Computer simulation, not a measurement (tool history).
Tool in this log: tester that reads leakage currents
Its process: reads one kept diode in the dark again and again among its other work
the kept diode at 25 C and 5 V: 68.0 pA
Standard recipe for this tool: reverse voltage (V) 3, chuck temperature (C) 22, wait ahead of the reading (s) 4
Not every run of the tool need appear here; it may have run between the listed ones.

run    hour  reverse voltage (V)  chuck temperature (C)  wait ahead of the reading (s)  current that the tester gives (pA)
  1       0                    3                     22                              4                               43.34
  2     160                    3                     22                           3.75                               43.25
  3   325.9                    3                     22                           3.75                               43.49
  4   490.2                    3                     22                           3.75                               43.38
  5     659                    3                     22                              4                               43.48
  6   833.8                 3.91                     22                           0.71                               49.72
  7  1007.8                13.98                     22                           6.41                               87.66
  8  1137.6                    3                     32                           3.49                                90.2

Forecast run 9:
  9  1214.7                 3.22                     31                              4                                   ?

current that the tester gives (pA): 86.1
On a tool with no hidden condition, and with the same random variation, this run would have come out at current that the tester gives (pA) 85.99.
